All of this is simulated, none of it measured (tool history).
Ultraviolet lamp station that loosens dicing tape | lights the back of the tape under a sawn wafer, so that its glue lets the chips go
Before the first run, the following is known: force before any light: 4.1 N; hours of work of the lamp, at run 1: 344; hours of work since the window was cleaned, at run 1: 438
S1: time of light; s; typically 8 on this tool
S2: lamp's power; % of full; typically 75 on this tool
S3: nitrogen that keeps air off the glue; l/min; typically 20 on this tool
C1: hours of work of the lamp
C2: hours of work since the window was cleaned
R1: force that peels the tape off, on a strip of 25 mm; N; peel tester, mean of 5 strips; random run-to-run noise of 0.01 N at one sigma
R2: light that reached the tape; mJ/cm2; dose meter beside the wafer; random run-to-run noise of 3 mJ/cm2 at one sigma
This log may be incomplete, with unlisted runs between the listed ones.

run	hour	S1	S2	S3	C1	C2	R1	R2
1	0.0	8	75	20	344	438	0.620	384
2	9.8	8	88	20	350	444	0.451	457
3	21.6	8	88	13	357	452	0.631	446
4	32.1	8	75	20	364	458	0.607	384
5	40.0	8	75	20	369	464	0.625	377
6	47.8	8	75	20	374	468	0.642	376
7	57.6	8	75	20	381	475	0.631	377
8	67.3	8	75	20	387	481	0.628	376
9	77.8	8	62	20	394	488	0.857	311
10	88.6	8	62	20	401	495	0.846	314
# hour 91.0: window cleaned of glue's vapour
11	96.2	8	75	20	405	3	0.602	394
12	106.5	8	75	20	412	10	0.591	396
13	114.1	8	80	20	417	15	0.539	415
14	122.9	8	80	20	422	21	0.539	422
15	131.1	8	80	20	428	26	0.544	418
16	143.6	8	80	20	436	34	0.557	418
17	155.8	8	80	20	443	42	0.534	411
18	162.9	8	70	20	448	46	0.683	363
19	174.0	8	61	20	455	53	0.824	315
20	185.0	8	63	20	462	60	0.801	319
21	192.2	8	63	20	467	65	0.795	325
22	202.1	7	69	20	473	71	0.872	303
23	208.1	13	69	15	477	75	0.365	571
24	220.4	13	69	15	485	83	0.341	569
25	227.2	9	79	19	489	88	0.458	453
26	236.3	8	73	15	495	93	0.795	371
27	241.9	8	77	20	499	97	0.601	388
28	252.9	8	77	20	506	104	0.621	387
29	260.5	8	80	35	511	109	0.431	403
30	269.1	8	80	35	516	114	0.416	400
31	274.6	14	70	9	520	118	0.444	612
32	286.6	14	70	9	527	126	0.445	615
33	297.3	7	75	20	534	133	0.812	325
34	304.9	12	75	12	539	137	0.429	561
35	313.5	13	79	16	545	143	0.294	633
36	323.0	6	75	15	551	149	1.147	270
37	331.2	6	75	15	556	154	1.150	271
38	342.9	12	70	6	564	162	0.799	516
39	354.1	11	74	7	571	169	0.765	503
40	361.8	11	74	7	576	174	0.749	496
41	372.4	8	81	33	583	181	0.444	392

5 options for the next run, each taken on its own from the tool as it stands now. Forecast them:
A	378.3	14	75	16	586	185	?	?
B	378.3	15	75	11	586	185	?	?
C	378.3	8	81	30	586	185	?	?
D	378.3	8	81	31	586	185	?	?
E	378.3	8	75	39	586	185	?	?

run	R1	R2
A	0.273	641
B	0.296	682
C	0.465	392
D	0.474	394
E	0.478	365
The same runs, with their run-to-run variation unchanged, on a tool lacking any hidden condition would have given:
run	R1	R2
A	0.178	802
B	0.188	853
C	0.300	490
D	0.306	492
E	0.311	457
